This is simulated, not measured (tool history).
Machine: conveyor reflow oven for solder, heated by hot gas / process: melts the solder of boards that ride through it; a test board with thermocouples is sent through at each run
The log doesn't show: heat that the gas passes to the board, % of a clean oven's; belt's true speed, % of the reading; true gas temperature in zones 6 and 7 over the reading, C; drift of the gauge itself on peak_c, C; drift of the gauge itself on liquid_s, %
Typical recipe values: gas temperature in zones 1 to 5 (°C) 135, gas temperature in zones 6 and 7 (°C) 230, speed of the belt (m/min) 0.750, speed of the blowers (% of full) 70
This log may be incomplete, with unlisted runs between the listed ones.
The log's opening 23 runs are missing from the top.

run	day	gas temperature in zones 1 to 5 (°C)	gas temperature in zones 6 and 7 (°C)	speed of the belt (m/min)	speed of the blowers (% of full)	hours of work since the flux was cleaned out	hours of work since the belt drive was overhauled	hours of work since the thermocouples were changed	highest temperature of the board (°C)	time above the solder's melting point (s)
24	11.196	135	238	0.750	76	21	235	461	219.1	42.4
25	11.604	135	236	0.679	70	25	239	465	219.4	47.4
26	12.175	135	242	0.627	70	32	246	472	227.3	56.0
27	12.854	135	243	0.858	80	39	253	479	218.7	36.3
# day 13.321: flux residue cleaned out of gas plates and filters, once more
28	13.442	139	244	0.697	77	1	257	483	229.5	52.1
29	14.058	130	223	0.775	77	8	264	490	206.8	32.4
30	14.667	130	223	0.775	77	15	271	497	207.0	32.7
31	15.275	144	222	0.624	77	22	277	504	211.3	51.6
32	15.625	135	231	0.851	70	25	281	507	210.5	32.1

What if the next run were any one of these 3? Each begins from the tool's condition after run 32:
A	15.938	123	231	0.851	84	29	285	511	?	?
B	15.938	143	218	0.750	80	29	285	511	?	?
C	15.938	138	239	0.851	70	29	285	511	?	?

run	highest temperature of the board (°C)	time above the solder's melting point (s)
A	210.3	30.1
B	205.3	36.3
C	217.6	36.9
Without the tool's unlogged condition, the same runs would have read:
run	highest temperature of the board (°C)	time above the solder's melting point (s)
A	212.6	31.4
B	207.6	37.8
C	219.8	37.8
